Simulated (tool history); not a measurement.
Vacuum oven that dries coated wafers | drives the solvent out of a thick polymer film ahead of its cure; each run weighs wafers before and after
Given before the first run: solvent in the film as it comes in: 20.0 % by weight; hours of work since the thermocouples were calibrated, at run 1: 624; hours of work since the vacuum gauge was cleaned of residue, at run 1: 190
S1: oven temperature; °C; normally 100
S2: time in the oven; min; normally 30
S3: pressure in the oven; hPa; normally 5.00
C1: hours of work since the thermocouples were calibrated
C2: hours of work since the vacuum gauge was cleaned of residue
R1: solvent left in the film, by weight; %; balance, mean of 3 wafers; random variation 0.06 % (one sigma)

run,hour,S1,S2,S3,C1,C2,R1
1,0.0,100,30,5.00,624,190,3.61
2,13.0,100,30,5.71,632,199,3.60
3,26.3,100,30,17.96,641,208,4.01
4,35.2,100,30,17.96,648,214,3.94
5,44.5,100,30,5.00,654,220,3.54
6,56.9,100,30,5.00,662,229,3.62
7,67.2,100,36,5.00,669,236,2.68
8,74.4,89,30,5.00,674,241,6.54
9,90.6,100,30,5.00,685,252,3.59
10,101.5,100,30,5.00,693,259,3.60
11,109.2,100,30,5.00,698,265,3.54
12,124.7,100,30,5.00,709,275,3.70
13,138.4,100,30,5.00,718,284,3.62
14,154.0,100,30,5.00,729,295,3.69
15,165.4,100,30,5.00,736,303,3.56
16,178.3,100,30,5.00,745,312,3.63
17,185.6,100,30,5.00,750,317,3.66
18,200.2,98,30,2.86,760,327,4.02
19,212.3,100,16,13.28,768,335,7.39
20,221.7,94,24,5.31,775,341,6.66
21,237.7,107,44,11.56,786,352,1.08
# hour 241.1: oven's thermocouples calibrated
22,252.7,86,54,11.56,8,361,4.16
23,264.0,93,48,5.00,16,369,2.69
24,278.8,93,48,5.00,26,379,2.72
25,292.8,100,21,14.70,35,388,5.57
26,299.5,100,21,14.70,40,393,5.75
27,308.6,100,16,14.70,46,399,7.33

Here are 3 independent what-if runs from the current tool condition. What would each one return?
A,320.4,104,16,12.49,54,407,?
B,320.4,101,42,14.70,54,407,?
C,320.4,90,15,8.28,54,407,?

run,R1
A,6.13
B,2.05
C,10.18
With no hidden state in the tool, these same runs would have given:
run,R1
A,6.07
B,1.98
C,10.11
